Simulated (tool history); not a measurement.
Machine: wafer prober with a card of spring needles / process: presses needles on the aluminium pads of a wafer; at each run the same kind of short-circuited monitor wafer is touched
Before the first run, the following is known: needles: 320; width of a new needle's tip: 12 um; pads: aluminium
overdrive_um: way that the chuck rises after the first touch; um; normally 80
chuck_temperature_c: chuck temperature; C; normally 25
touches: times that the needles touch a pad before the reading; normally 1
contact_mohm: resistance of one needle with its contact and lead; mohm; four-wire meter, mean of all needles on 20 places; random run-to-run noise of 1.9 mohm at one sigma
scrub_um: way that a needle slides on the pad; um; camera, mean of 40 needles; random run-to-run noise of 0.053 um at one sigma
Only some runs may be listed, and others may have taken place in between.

run 1 day=0.000 | overdrive_um=80 chuck_temperature_c=25 touches=1 | contact_mohm=198 scrub_um=22.23
-- day=0.229 tips cleaned on abrasive film
-- day=0.525 tips cleaned on abrasive film
run 2 day=0.538 | overdrive_um=80 chuck_temperature_c=25 touches=1 | contact_mohm=197 scrub_um=22.30
-- day=0.829 tips cleaned on abrasive film
run 3 day=1.042 | overdrive_um=80 chuck_temperature_c=56 touches=1 | contact_mohm=206 scrub_um=22.18
-- day=1.133 tips cleaned on abrasive film
-- day=1.450 tips cleaned on abrasive film
run 4 day=1.483 | overdrive_um=80 chuck_temperature_c=56 touches=1 | contact_mohm=201 scrub_um=22.27
-- day=1.788 tips cleaned on abrasive film
run 5 day=1.904 | overdrive_um=80 chuck_temperature_c=25 touches=1 | contact_mohm=200 scrub_um=22.33
-- day=2.108 tips cleaned on abrasive film
run 6 day=2.392 | overdrive_um=80 chuck_temperature_c=25 touches=1 | contact_mohm=196 scrub_um=22.30
-- day=2.438 tips cleaned on abrasive film
-- day=2.742 tips cleaned on abrasive film
run 7 day=2.746 | overdrive_um=80 chuck_temperature_c=94 touches=1 | contact_mohm=210 scrub_um=22.22
-- day=3.062 tips cleaned on abrasive film
run 8 day=3.062 | overdrive_um=80 chuck_temperature_c=94 touches=1 | contact_mohm=210 scrub_um=22.32
-- day=3.358 tips cleaned on abrasive film
run 9 day=3.517 | overdrive_um=80 chuck_temperature_c=94 touches=1 | contact_mohm=215 scrub_um=22.34
-- day=3.654 tips cleaned on abrasive film
run 10 day=3.867 | overdrive_um=80 chuck_temperature_c=44 touches=1 | contact_mohm=201 scrub_um=22.37
-- day=3.967 tips cleaned on abrasive film
run 11 day=4.196 | overdrive_um=87 chuck_temperature_c=44 touches=1 | contact_mohm=200 scrub_um=24.24
-- day=4.279 tips cleaned on abrasive film
run 12 day=4.504 | overdrive_um=80 chuck_temperature_c=25 touches=3 | contact_mohm=196 scrub_um=22.31
-- day=4.592 tips cleaned on abrasive film
-- day=4.904 tips cleaned on abrasive film
run 13 day=4.954 | overdrive_um=80 chuck_temperature_c=41 touches=2 | contact_mohm=202 scrub_um=22.21
-- day=5.221 tips cleaned on abrasive film
run 14 day=5.358 | overdrive_um=80 chuck_temperature_c=41 touches=2 | contact_mohm=198 scrub_um=22.30
-- day=5.529 tips cleaned on abrasive film
run 15 day=5.675 | overdrive_um=80 chuck_temperature_c=41 touches=2 | contact_mohm=200 scrub_um=22.24
-- day=5.821 tips cleaned on abrasive film
-- day=6.029 height of the first contact set anew
-- day=6.171 tips cleaned on abrasive film
run 16 day=6.183 | overdrive_um=79 chuck_temperature_c=25 touches=1 | contact_mohm=194 scrub_um=21.93
-- day=6.471 tips cleaned on abrasive film
run 17 day=6.567 | overdrive_um=60 chuck_temperature_c=51 touches=1 | contact_mohm=204 scrub_um=16.79
-- day=6.779 tips cleaned on abrasive film
run 18 day=6.958 | overdrive_um=81 chuck_temperature_c=99 touches=3 | contact_mohm=212 scrub_um=22.59
-- day=7.096 tips cleaned on abrasive film
-- day=7.425 tips cleaned on abrasive film
run 19 day=7.533 | overdrive_um=72 chuck_temperature_c=25 touches=2 | contact_mohm=197 scrub_um=20.11
-- day=7.746 tips cleaned on abrasive film
run 20 day=7.917 | overdrive_um=78 chuck_temperature_c=52 touches=2 | contact_mohm=202 scrub_um=21.84
-- day=8.058 tips cleaned on abrasive film
run 21 day=8.254 | overdrive_um=92 chuck_temperature_c=30 touches=1 | contact_mohm=196 scrub_um=25.58
-- day=8.371 tips cleaned on abrasive film
run 22 day=8.638 | overdrive_um=92 chuck_temperature_c=30 touches=1 | contact_mohm=198 scrub_um=25.79
-- day=8.683 tips cleaned on abrasive film
-- day=8.996 tips cleaned on abrasive film
run 23 day=9.112 | overdrive_um=92 chuck_temperature_c=30 touches=1 | contact_mohm=198 scrub_um=25.69
-- day=9.325 tips cleaned on abrasive film
run 24 day=9.404 | overdrive_um=78 chuck_temperature_c=87 touches=2 | contact_mohm=210 scrub_um=21.76

Below are 4 alternative next runs, each starting from the tool's condition after run 24. Predict each:
-- day=9.633 tips cleaned on abrasive film
run A day=9.721 | overdrive_um=78 chuck_temperature_c=87 touches=2 | contact_mohm=? scrub_um=?
-- day=9.633 tips cleaned on abrasive film
run B day=9.721 | overdrive_um=91 chuck_temperature_c=109 touches=2 | contact_mohm=? scrub_um=?
-- day=9.633 tips cleaned on abrasive film
run C day=9.721 | overdrive_um=70 chuck_temperature_c=50 touches=1 | contact_mohm=? scrub_um=?
-- day=9.633 tips cleaned on abrasive film
run D day=9.721 | overdrive_um=78 chuck_temperature_c=49 touches=2 | contact_mohm=? scrub_um=?

run=A contact_mohm=211 scrub_um=21.84
run=B contact_mohm=214 scrub_um=25.36
run=C contact_mohm=208 scrub_um=19.44
run=D contact_mohm=201 scrub_um=21.74
Without the tool's hidden state the same runs would have given:
run=A contact_mohm=210 scrub_um=21.85
run=B contact_mohm=214 scrub_um=25.37
run=C contact_mohm=208 scrub_um=19.44
run=D contact_mohm=201 scrub_um=21.75
